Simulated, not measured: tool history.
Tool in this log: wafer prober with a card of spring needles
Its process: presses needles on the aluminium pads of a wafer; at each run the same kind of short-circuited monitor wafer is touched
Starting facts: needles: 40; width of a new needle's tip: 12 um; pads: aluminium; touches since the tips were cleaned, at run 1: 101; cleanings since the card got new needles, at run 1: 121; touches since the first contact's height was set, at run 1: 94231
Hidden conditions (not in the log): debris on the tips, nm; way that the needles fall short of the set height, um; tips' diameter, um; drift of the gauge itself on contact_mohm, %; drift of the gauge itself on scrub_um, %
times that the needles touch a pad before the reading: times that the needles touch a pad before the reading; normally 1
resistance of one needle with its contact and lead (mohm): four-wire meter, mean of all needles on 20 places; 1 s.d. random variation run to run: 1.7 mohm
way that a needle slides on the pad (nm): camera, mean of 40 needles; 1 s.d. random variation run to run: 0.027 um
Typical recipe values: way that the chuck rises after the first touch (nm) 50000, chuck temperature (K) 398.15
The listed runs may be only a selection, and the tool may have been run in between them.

run	hour	way that the chuck rises after the first touch (nm)	chuck temperature (K)	times that the needles touch a pad before the reading	touches since the tips were cleaned	cleanings since the card got new needles	touches since the first contact's height was set	resistance of one needle with its contact and lead (mohm)	way that a needle slides on the pad (nm)
1	0	50000	398.15	1	101	121	94231	164	9040
# hour 3.7: tips cleaned on abrasive film
# hour 8: tips cleaned on abrasive film
# hour 11.7: tips cleaned on abrasive film
2	11.7	50000	398.15	1	0	124	101275	165	9090
# hour 16: tips cleaned on abrasive film
# hour 19.9: tips cleaned on abrasive film
# hour 23.8: tips cleaned on abrasive film
3	23.8	50000	398.15	1	0	127	108522	163	9050
# hour 28.3: tips cleaned on abrasive film
4	29.8	50000	398.15	1	923	128	112160	169	9020
# hour 32.4: tips cleaned on abrasive film
# hour 36.4: tips cleaned on abrasive film
# hour 39.4: height of the first contact set anew
# hour 40.9: tips cleaned on abrasive film
5	43.5	50000	398.15	1	1578	131	2458	168	9100
# hour 45.1: tips cleaned on abrasive film
# hour 49.1: tips cleaned on abrasive film
6	50.1	50000	398.15	1	654	133	6414	164	9070
# hour 53.5: tips cleaned on abrasive film
# hour 57.3: tips cleaned on abrasive film
7	58.5	50000	398.15	1	713	135	11449	168	9050
# hour 61.7: tips cleaned on abrasive film
# hour 66.4: tips cleaned on abrasive film
8	68	50000	398.15	1	985	137	17157	166	9050
# hour 70.4: tips cleaned on abrasive film
# hour 74.8: tips cleaned on abrasive film
# hour 79.4: tips cleaned on abrasive film
9	81.2	46000	398.15	1	1120	140	25096	168	8310
# hour 84: tips cleaned on abrasive film
10	87	46000	398.15	1	1829	141	28590	167	8340
# hour 88.6: tips cleaned on abrasive film
# hour 93.2: tips cleaned on abrasive film
# hour 97.1: tips cleaned on abrasive film
11	99.7	46000	398.15	1	1600	144	36250	165	8250
# hour 101.2: tips cleaned on abrasive film
# hour 105.2: tips cleaned on abrasive film
# hour 109.5: tips cleaned on abrasive film
12	111	64000	377.15	1	921	147	43001	159	11610
# hour 113.4: tips cleaned on abrasive film
# hour 117.1: tips cleaned on abrasive film
13	118.4	64000	377.15	1	806	149	47463	158	11550
# hour 121: tips cleaned on abrasive film
# hour 124.8: tips cleaned on abrasive film
# hour 128.9: tips cleaned on abrasive film
14	130.2	69000	398.15	1	764	152	54505	163	12470
# hour 132.7: tips cleaned on abrasive film
# hour 137.2: tips cleaned on abrasive film
15	139.3	69000	398.15	1	1265	154	59986	157	12420
# hour 141.7: tips cleaned on abrasive film
# hour 145.5: tips cleaned on abrasive film
16	148.9	47000	336.15	1	2070	156	65777	157	8520
# hour 149.9: tips cleaned on abrasive film
# hour 154.1: tips cleaned on abrasive film
# hour 158: tips cleaned on abrasive film
# hour 161.7: tips cleaned on abrasive film
17	162.5	33000	332.15	2	491	160	73931	163	5950
# hour 166.1: tips cleaned on abrasive film
18	168.9	33000	332.15	2	1734	161	77802	159	5940
# hour 169.9: tips cleaned on abrasive film
# hour 174.3: tips cleaned on abrasive film
# hour 178.1: tips cleaned on abrasive film
# hour 182.2: tips cleaned on abrasive film
19	182.2	51000	355.15	3	0	165	85714	157	9180

3 options for the next run, each taken on its own from the tool as it stands now. Forecast them:
# hour 186.4: tips cleaned on abrasive film
# hour 190.7: tips cleaned on abrasive film
# hour 194.5: tips cleaned on abrasive film
A	194.5	46000	307.15	3	28	168	93111	?	?
# hour 186.4: tips cleaned on abrasive film
# hour 190.7: tips cleaned on abrasive film
# hour 194.5: tips cleaned on abrasive film
B	194.5	34000	398.15	2	28	168	93111	?	?
# hour 186.4: tips cleaned on abrasive film
# hour 190.7: tips cleaned on abrasive film
# hour 194.5: tips cleaned on abrasive film
C	194.5	51000	301.15	1	28	168	93111	?	?

run	resistance of one needle with its contact and lead (mohm)	way that a needle slides on the pad (nm)
A	151	8260
B	170	6150
C	148	9180
Without the tool's hidden state the same runs would have given:
run	resistance of one needle with its contact and lead (mohm)	way that a needle slides on the pad (nm)
A	151	8340
B	170	6210
C	147	9270
